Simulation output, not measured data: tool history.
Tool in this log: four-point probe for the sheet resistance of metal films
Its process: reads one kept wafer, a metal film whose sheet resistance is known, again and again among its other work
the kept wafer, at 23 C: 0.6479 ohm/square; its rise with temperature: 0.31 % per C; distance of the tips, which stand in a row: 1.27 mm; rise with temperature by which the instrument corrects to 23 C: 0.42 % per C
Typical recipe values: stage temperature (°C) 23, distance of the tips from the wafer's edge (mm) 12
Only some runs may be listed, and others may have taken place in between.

| run | day | stage temperature (°C) | distance of the tips from the wafer's edge (mm) | sheet resistance as the instrument gives it (ohm/square) |
|---|---|---|---|---|
| 1 | 0 | 23 | 12 | 0.652527 |
| 2 | 2.038 | 23 | 12 | 0.652248 |
| 3 | 5.004 | 23 | 12 | 0.652088 |
| 4 | 7.033 | 28 | 12 | 0.648913 |
| 5 | 10.129 | 28 | 12 | 0.648842 |
| 6 | 11.712 | 28 | 12 | 0.648816 |
| 7 | 13.604 | 28 | 12 | 0.648469 |

Forecast run 8:
| 8 | 16.204 | 19 | 12 | ? |

Logged for run 8: sheet resistance as the instrument gives it (ohm/square) 0.654685.
Without the tool's hidden state the same run would have given sheet resistance as the instrument gives it (ohm/square) 0.654649.

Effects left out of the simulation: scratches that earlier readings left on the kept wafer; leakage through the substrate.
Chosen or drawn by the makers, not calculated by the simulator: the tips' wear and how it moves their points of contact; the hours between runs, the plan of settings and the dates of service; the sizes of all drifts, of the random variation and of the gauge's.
